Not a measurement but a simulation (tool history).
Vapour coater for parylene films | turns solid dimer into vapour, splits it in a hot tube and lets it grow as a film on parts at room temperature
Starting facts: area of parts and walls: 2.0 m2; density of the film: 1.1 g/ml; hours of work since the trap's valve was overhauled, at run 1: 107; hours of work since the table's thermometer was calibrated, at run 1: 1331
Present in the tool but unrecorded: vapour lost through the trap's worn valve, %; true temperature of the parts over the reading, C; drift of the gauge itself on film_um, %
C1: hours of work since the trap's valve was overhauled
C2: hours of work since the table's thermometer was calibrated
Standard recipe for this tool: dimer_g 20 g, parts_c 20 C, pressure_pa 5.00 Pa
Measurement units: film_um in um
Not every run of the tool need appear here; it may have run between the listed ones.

Run 1, hour 0.0: usual settings; C1 107; C2 1331. Result: film_um 6.91 um.
Run 2, hour 44.3: usual settings but dimer_g 10 g; C1 135; C2 1359. Result: film_um 3.44 um.
Run 3, hour 102.8: usual settings; C1 172; C2 1396. Result: film_um 6.83 um.
Run 4, hour 148.5: usual settings; C1 200; C2 1425. Result: film_um 6.84 um.
Run 5, hour 187.7: usual settings; C1 225; C2 1449. Result: film_um 6.78 um.
Run 6, hour 232.9: usual settings; C1 253; C2 1478. Result: film_um 6.63 um.
Run 7, hour 263.9: usual settings; C1 273; C2 1498. Result: film_um 6.57 um.
At hour 303.5: trap's valve overhauled.
Run 8, hour 334.4: usual settings; C1 19; C2 1539. Result: film_um 6.96 um.
Run 9, hour 388.3: usual settings; C1 53; C2 1573. Result: film_um 6.93 um.
Run 10, hour 435.8: usual settings but parts_c 13 C; C1 83; C2 1603. Result: film_um 8.72 um.
Run 11, hour 502.5: usual settings but dimer_g 12 g; C1 125; C2 1645. Result: film_um 4.13 um.
Run 12, hour 563.0: usual settings but pressure_pa 3.23 Pa; C1 164; C2 1683. Result: film_um 7.46 um.
Run 13, hour 628.8: usual settings but pressure_pa 3.23 Pa; C1 205; C2 1725. Result: film_um 7.36 um.
Run 14, hour 675.3: usual settings but pressure_pa 3.23 Pa; C1 234; C2 1754. Result: film_um 7.40 um.
Run 15, hour 730.8: usual settings but pressure_pa 3.23 Pa; C1 269; C2 1789. Result: film_um 7.27 um.
At hour 776.8: trap's valve overhauled.
Run 16, hour 785.8: usual settings but dimer_g 17 g; C1 6; C2 1821. Result: film_um 5.94 um.
Run 17, hour 837.5: usual settings but dimer_g 17 g; C1 38; C2 1854. Result: film_um 5.93 um.
Run 18, hour 893.2: usual settings but dimer_g 14 g, pressure_pa 3.97 Pa; C1 73; C2 1889. Result: film_um 5.06 um.
Run 19, hour 936.5: usual settings but parts_c 19 C, pressure_pa 2.66 Pa; C1 101; C2 1916. Result: film_um 8.05 um.
Run 20, hour 995.4: usual settings but dimer_g 8 g, parts_c 19 C, pressure_pa 2.31 Pa; C1 138; C2 1953. Result: film_um 3.29 um.
Run 21, hour 1033.9: usual settings but dimer_g 29 g, parts_c 19 C, pressure_pa 8.52 Pa; C1 162; C2 1978. Result: film_um 8.88 um.
Run 22, hour 1070.4: usual settings but dimer_g 11 g, parts_c 22 C, pressure_pa 9.52 Pa; C1 185; C2 2001. Result: film_um 2.96 um.
Run 23, hour 1138.7: usual settings but dimer_g 9 g, parts_c 17 C, pressure_pa 7.84 Pa; C1 228; C2 2044. Result: film_um 2.98 um.
Run 24, hour 1178.2: usual settings but parts_c 21 C; C1 253; C2 2068. Result: film_um 6.40 um.
At hour 1199.5: table's thermometer calibrated.
Run 25, hour 1221.8: usual settings but parts_c 30 C; C1 280; C2 14. Result: film_um 4.66 um.
At hour 1250.7: trap's valve overhauled.
Run 26, hour 1269.3: usual settings but parts_c 30 C; C1 12; C2 41. Result: film_um 5.01 um.
Run 27, hour 1319.7: usual settings but parts_c 30 C; C1 43; C2 73. Result: film_um 4.97 um.
Run 28, hour 1372.4: usual settings but dimer_g 24 g, parts_c 19 C, pressure_pa 8.99 Pa; C1 77; C2 106. Result: film_um 7.63 um.
Run 29, hour 1414.2: usual settings but dimer_g 12 g, parts_c 21 C, pressure_pa 8.99 Pa; C1 103; C2 133. Result: film_um 3.52 um.
Run 30, hour 1448.4: usual settings but dimer_g 12 g, parts_c 21 C, pressure_pa 8.99 Pa; C1 125; C2 154. Result: film_um 3.57 um.

5 options for the next run, each taken on its own from the tool as it stands now. Forecast them:
Run A, hour 1510.4: usual settings but dimer_g 10 g; C1 164; C2 193. Result: film_um ?.
Run B, hour 1510.4: usual settings but parts_c 14 C, pressure_pa 2.37 Pa; C1 164; C2 193. Result: film_um ?.
Run C, hour 1510.4: usual settings but dimer_g 11 g, parts_c 22 C, pressure_pa 7.05 Pa; C1 164; C2 193. Result: film_um ?.
Run D, hour 1510.4: usual settings but dimer_g 12 g, parts_c 29 C, pressure_pa 8.99 Pa; C1 164; C2 193. Result: film_um ?.
Run E, hour 1510.4: usual settings but dimer_g 9 g, parts_c 21 C, pressure_pa 8.99 Pa; C1 164; C2 193. Result: film_um ?.

run  film_um
  A     3.43
  B     8.50
  C     3.25
  D     2.63
  E     2.60
Take away the tool's hidden state, keep each run's random variation, and the runs would have read:
run  film_um
  A     3.59
  B     8.86
  C     3.40
  D     2.75
  E     2.72
